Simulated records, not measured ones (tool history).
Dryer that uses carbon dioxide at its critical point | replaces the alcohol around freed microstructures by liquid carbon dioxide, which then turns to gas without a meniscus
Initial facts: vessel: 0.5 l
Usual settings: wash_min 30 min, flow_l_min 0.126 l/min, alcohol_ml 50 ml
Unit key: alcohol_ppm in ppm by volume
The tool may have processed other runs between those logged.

run,hour,wash_min,flow_l_min,alcohol_ml,alcohol_ppm
1,0,30,0.126,50,367
2,24.5,30,0.126,50,377
3,39.7,30,0.126,50,368
4,64,30,0.126,50,404
5,85.8,30,0.126,26,221
6,107.3,30,0.146,26,104
7,120.5,30,0.146,26,109
8,142.1,30,0.146,26,106
9,159.5,30,0.146,26,115
10,186.1,30,0.146,26,114
11,205.2,30,0.094,50,1772
12,220.5,30,0.126,50,491
13,247,30,0.087,50,2473
14,269.4,30,0.087,50,2440
15,293.1,30,0.087,50,2568
16,317.4,30,0.087,50,2572
17,339.6,30,0.087,50,2697
18,358.8,30,0.087,50,2655
19,384.3,33,0.126,118,790
20,396.7,25,0.199,35,104
21,418.9,37,0.155,26,47
22,436.7,33,0.126,47,366
23,457.6,30,0.169,50,137
24,473.9,34,0.113,28,352
25,499.3,41,0.113,30,150
26,518.1,41,0.113,30,143
27,543.6,41,0.113,30,154
28,555.7,41,0.113,30,151
29,568.6,30,0.211,42,60
30,587.4,41,0.162,82,53

Predict the results of run 31:
31,608.8,41,0.162,48,?

Run 31 came out at alcohol_ppm 57 ppm by volume.
Had the tool carried no hidden state, the very same run would have given alcohol_ppm 18 ppm by volume.

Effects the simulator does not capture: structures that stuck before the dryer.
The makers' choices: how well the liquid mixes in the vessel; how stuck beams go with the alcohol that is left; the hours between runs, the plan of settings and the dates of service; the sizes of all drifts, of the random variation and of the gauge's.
